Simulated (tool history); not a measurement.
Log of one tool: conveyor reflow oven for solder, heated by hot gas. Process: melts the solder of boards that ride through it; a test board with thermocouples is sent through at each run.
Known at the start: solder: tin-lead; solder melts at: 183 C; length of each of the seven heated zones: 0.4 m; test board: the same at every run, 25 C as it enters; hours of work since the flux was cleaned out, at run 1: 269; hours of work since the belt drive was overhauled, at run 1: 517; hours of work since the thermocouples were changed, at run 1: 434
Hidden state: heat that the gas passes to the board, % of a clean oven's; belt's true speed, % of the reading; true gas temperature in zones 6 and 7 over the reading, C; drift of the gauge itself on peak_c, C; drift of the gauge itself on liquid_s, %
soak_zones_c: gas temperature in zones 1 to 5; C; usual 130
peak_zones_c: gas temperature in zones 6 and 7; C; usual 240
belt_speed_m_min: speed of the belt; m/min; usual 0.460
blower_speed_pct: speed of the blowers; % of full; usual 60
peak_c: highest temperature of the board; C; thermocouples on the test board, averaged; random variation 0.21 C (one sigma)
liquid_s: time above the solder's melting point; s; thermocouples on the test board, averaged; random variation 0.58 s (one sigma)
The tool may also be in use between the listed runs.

run	hour	soak_zones_c	peak_zones_c	belt_speed_m_min	blower_speed_pct	hours of work since the flux was cleaned out	hours of work since the belt drive was overhauled	hours of work since the thermocouples were changed	peak_c	liquid_s
1	0.0	130	240	0.460	60	269	517	434	225.4	84.3
2	17.1	118	240	0.460	60	281	529	446	223.6	78.6
3	31.1	118	240	0.460	60	291	539	456	223.5	78.3
4	47.4	118	240	0.460	60	302	551	468	223.3	78.2
5	67.4	118	240	0.460	60	317	565	482	223.4	78.5
6	84.2	126	240	0.460	60	328	577	494	224.7	83.6
# hour 93.7: flux residue cleaned out of gas plates and filters
7	106.6	126	240	0.460	60	9	589	506	226.4	83.5
8	122.7	117	240	0.460	60	21	600	518	224.3	80.7
9	137.3	117	253	0.460	60	31	611	528	236.9	89.3
10	163.3	130	240	0.460	83	49	629	547	232.1	92.1
11	191.1	130	240	0.460	83	69	649	566	232.0	91.1
# hour 195.8: thermocouples of zones 6 and 7 changed
12	216.4	130	240	0.460	83	86	665	15	230.3	91.1
13	233.1	130	240	0.460	83	97	677	26	230.9	91.0
14	246.5	130	240	0.409	60	107	687	36	229.1	100.5
15	262.5	130	240	0.409	60	118	698	47	228.8	99.1
# hour 269.1: belt drive overhauled, speed set with a stopwatch
16	287.1	118	240	0.460	60	133	13	62	223.8	77.7
17	315.1	127	240	0.439	67	153	33	82	228.0	91.8
18	339.1	127	252	0.439	76	170	50	99	242.4	99.6
# hour 354.6: belt drive overhauled, speed set with a stopwatch, once more
19	368.5	127	252	0.439	76	188	10	117	240.8	98.1
20	390.5	130	252	0.439	51	203	25	132	234.3	94.3
21	418.0	130	252	0.528	60	223	45	152	230.2	75.5
22	446.4	130	252	0.528	60	243	65	172	230.4	74.2
23	458.4	136	252	0.493	60	252	74	181	234.2	86.1
24	470.3	136	252	0.493	60	260	82	189	234.4	86.7
25	487.7	136	252	0.430	77	272	94	201	243.0	104.9
26	503.5	136	235	0.394	77	283	106	212	228.5	106.0
27	518.8	136	235	0.394	77	294	116	223	228.8	105.1
28	546.4	136	235	0.389	77	314	136	243	228.5	106.5
# hour 575.3: flux residue cleaned out of gas plates and filters
29	578.9	120	240	0.460	68	3	156	262	226.7	80.1
30	605.4	130	240	0.460	90	21	174	281	232.6	90.5

3 ways to go on from here, each from the tool as it stands after run 30. What would each give?
A	633.3	123	240	0.504	79	41	194	301	?	?
B	633.3	120	244	0.460	90	41	194	301	?	?
C	633.3	130	240	0.404	59	41	194	301	?	?

run	peak_c	liquid_s
A	226.8	74.7
B	235.5	88.1
C	229.4	98.9
Without the tool's hidden state the same runs would have given:
run	peak_c	liquid_s
A	226.3	74.1
B	235.0	87.4
C	228.8	98.0
